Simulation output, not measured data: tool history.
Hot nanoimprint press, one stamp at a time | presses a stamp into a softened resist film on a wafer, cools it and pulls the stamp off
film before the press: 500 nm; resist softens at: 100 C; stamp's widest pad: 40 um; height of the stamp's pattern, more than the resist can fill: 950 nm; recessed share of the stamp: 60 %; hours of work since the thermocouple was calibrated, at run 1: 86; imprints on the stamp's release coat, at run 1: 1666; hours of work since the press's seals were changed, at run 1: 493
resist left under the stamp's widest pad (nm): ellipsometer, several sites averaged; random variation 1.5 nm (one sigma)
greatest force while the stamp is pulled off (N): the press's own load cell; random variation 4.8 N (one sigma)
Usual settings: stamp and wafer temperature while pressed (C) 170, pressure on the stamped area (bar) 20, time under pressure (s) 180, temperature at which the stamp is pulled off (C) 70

run,hour,stamp and wafer temperature while pressed (C),pressure on the stamped area (bar),time under pressure (s),temperature at which the stamp is pulled off (C),hours of work since the thermocouple was calibrated,imprints on the stamp's release coat,hours of work since the press's seals were changed,resist left under the stamp's widest pad (nm),greatest force while the stamp is pulled off (N)
1,0,170,20,180,70,86,1666,493,235,261
# hour 28.5: stamp cleaned and given a new release coat
2,35.2,170,20,180,70,105,32,511,235.6,235
3,63,170,20,180,70,122,168,529,235.5,243
4,93.9,170,20,180,70,142,318,548,237.3,244
5,127,170,20,180,70,163,479,569,237.4,238
6,142.9,170,20,180,70,173,557,579,239.4,245
7,174.4,170,20,180,70,193,710,599,239.6,253
8,194.3,170,20,180,70,205,807,612,241.7,252
9,219.4,170,20,180,66,221,929,627,241.4,263
10,247.2,170,20,180,70,238,1064,645,239.8,250
11,262.8,170,20,154,70,248,1140,655,253.4,259
12,299.4,170,20,154,70,271,1318,678,255.8,266
13,333.2,177,22.5,154,74,293,1482,699,186.4,251
14,353.1,177,22.5,154,74,305,1580,712,187,258
# hour 384.8: press's hydraulic seals changed and the load cell set to zero
15,398.3,170,20,117,70,329,1760,9,276,258
# hour 407.3: stamp cleaned and given a new release coat
16,437.4,177,16.1,180,62,350,146,29,202.3,250
17,455.1,177,16.1,180,62,361,233,41,203.5,256
# hour 462.8: plate thermocouple calibrated
18,477.5,161,20,192,72,9,327,53,308.2,237
19,503,175,20,180,58,25,451,69,190.8,261
20,533.8,175,24.3,173,63,45,601,88,174.7,255
21,562.1,175,24.3,173,63,63,739,106,176.7,255
22,588.1,175,24.3,173,63,79,865,123,174.7,260

Forecast each of these 4 alternatives for the next run:
A,614.5,175,24.3,173,63,96,994,139,?,?
B,614.5,170,20,180,65,96,994,139,?,?
C,614.5,175,24.3,173,63,96,994,139,?,?
D,614.5,159,17.3,173,68,96,994,139,?,?

run,resist left under the stamp's widest pad (nm),greatest force while the stamp is pulled off (N)
A,176.8,259
B,227.7,262
C,176.6,260
D,355.2,257
Without the tool's hidden state the same runs would have given:
run,resist left under the stamp's widest pad (nm),greatest force while the stamp is pulled off (N)
A,174.5,241
B,225.2,243
C,174.3,242
D,352.8,239

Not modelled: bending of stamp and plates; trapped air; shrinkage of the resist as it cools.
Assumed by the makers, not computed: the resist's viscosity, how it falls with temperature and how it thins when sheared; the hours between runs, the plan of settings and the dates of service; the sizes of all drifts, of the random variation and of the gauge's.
